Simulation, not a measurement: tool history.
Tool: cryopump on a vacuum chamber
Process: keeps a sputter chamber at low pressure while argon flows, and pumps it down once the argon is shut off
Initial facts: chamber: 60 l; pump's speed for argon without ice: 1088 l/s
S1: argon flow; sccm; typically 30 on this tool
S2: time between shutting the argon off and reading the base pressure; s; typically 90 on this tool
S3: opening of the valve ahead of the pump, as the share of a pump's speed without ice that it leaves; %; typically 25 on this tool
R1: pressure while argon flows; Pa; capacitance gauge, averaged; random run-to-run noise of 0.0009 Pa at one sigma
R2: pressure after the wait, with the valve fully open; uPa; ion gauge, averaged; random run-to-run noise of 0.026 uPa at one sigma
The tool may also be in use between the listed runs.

run 1 hour=0.0 | S1=30 S2=90 S3=25 | R1=0.1878 R2=3.26
run 2 hour=14.2 | S1=30 S2=90 S3=25 | R1=0.1888 R2=3.09
run 3 hour=23.1 | S1=30 S2=90 S3=16 | R1=0.2890 R2=3.23
run 4 hour=37.0 | S1=30 S2=50 S3=16 | R1=0.2956 R2=3.93
run 5 hour=45.6 | S1=30 S2=50 S3=16 | R1=0.2935 R2=3.90
run 6 hour=55.4 | S1=30 S2=50 S3=16 | R1=0.2947 R2=3.88
run 7 hour=64.9 | S1=30 S2=34 S3=20 | R1=0.2356 R2=4.65
run 8 hour=77.7 | S1=30 S2=90 S3=20 | R1=0.2366 R2=3.33
run 9 hour=86.8 | S1=32 S2=90 S3=25 | R1=0.2002 R2=3.35
run 10 hour=96.0 | S1=30 S2=90 S3=40 | R1=0.1200 R2=3.39
run 11 hour=103.4 | S1=22 S2=54 S3=40 | R1=0.0861 R2=3.87
run 12 hour=113.9 | S1=18 S2=86 S3=40 | R1=0.0721 R2=3.33

Results for each run, recomputed without the tool's hidden state and with each run's random variation untouched:
The tool's hidden condition here consists of: pump's speed, % of a pump's without ice; cold plate's temperature, K; leak into the chamber, uPa l/s; drift of the gauge itself on working_pa, %; drift of the gauge itself on base_upa, %.
run=1 R1=0.1860 R2=1.19
run=2 R1=0.1868 R2=1.11
run=3 R1=0.2869 R2=1.16
run=4 R1=0.2933 R2=1.84
run=5 R1=0.2910 R2=1.84
run=6 R1=0.2921 R2=1.82
run=7 R1=0.2329 R2=2.57
run=8 R1=0.2337 R2=1.18
run=9 R1=0.1969 R2=1.17
run=10 R1=0.1167 R2=1.21
run=11 R1=0.0837 R2=1.72
run=12 R1=0.0700 R2=1.17
